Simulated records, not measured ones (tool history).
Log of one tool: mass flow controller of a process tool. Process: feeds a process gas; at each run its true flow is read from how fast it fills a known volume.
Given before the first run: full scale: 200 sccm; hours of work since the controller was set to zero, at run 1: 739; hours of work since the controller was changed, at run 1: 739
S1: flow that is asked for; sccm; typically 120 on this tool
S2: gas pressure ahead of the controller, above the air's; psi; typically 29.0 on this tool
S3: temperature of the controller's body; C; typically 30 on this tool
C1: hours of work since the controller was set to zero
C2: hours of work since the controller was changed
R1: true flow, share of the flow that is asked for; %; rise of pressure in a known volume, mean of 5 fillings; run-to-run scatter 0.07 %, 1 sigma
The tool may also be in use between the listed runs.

{"run": 1, "day": 0.0, "S1": 120, "S2": 29.0, "S3": 30, "C1": 739, "C2": 739, "R1": 99.15}
{"run": 2, "day": 13.821, "S1": 120, "S2": 29.0, "S3": 30, "C1": 920, "C2": 920, "R1": 99.32}
{"run": 3, "day": 25.054, "S1": 120, "S2": 29.0, "S3": 30, "C1": 1068, "C2": 1068, "R1": 99.2}
{"run": 4, "day": 36.2, "S1": 120, "S2": 21.6, "S3": 30, "C1": 1214, "C2": 1214, "R1": 99.12}
{"run": 5, "day": 55.504, "S1": 120, "S2": 29.0, "S3": 30, "C1": 1467, "C2": 1467, "R1": 99.06}
{"run": 6, "day": 64.208, "S1": 68, "S2": 38.0, "S3": 30, "C1": 1581, "C2": 1581, "R1": 98.43}
{"run": 7, "day": 82.796, "S1": 120, "S2": 29.0, "S3": 28, "C1": 1825, "C2": 1825, "R1": 99.04}
{"run": 8, "day": 93.792, "S1": 120, "S2": 29.0, "S3": 39, "C1": 1969, "C2": 1969, "R1": 99.82}
{"run": 9, "day": 107.029, "S1": 120, "S2": 29.0, "S3": 39, "C1": 2142, "C2": 2142, "R1": 100.04}
{"run": 10, "day": 115.379, "S1": 120, "S2": 26.8, "S3": 27, "C1": 2252, "C2": 2252, "R1": 98.77}

Here are 4 independent what-if runs from the current tool condition. What would each one return?
{"run": "A", "day": 127.554, "S1": 157, "S2": 29.0, "S3": 30, "C1": 2412, "C2": 2412, "R1": "?"}
{"run": "B", "day": 127.554, "S1": 89, "S2": 35.4, "S3": 21, "C1": 2412, "C2": 2412, "R1": "?"}
{"run": "C", "day": 127.554, "S1": 148, "S2": 29.0, "S3": 30, "C1": 2412, "C2": 2412, "R1": "?"}
{"run": "D", "day": 127.554, "S1": 120, "S2": 25.8, "S3": 30, "C1": 2412, "C2": 2412, "R1": "?"}

run=A R1=99.67
run=B R1=97.93
run=C R1=99.72
run=D R1=99.07
The same runs, with their run-to-run variation unchanged, on a tool lacking any hidden condition would have given:
run=A R1=99.67
run=B R1=97.93
run=C R1=99.73
run=D R1=99.07
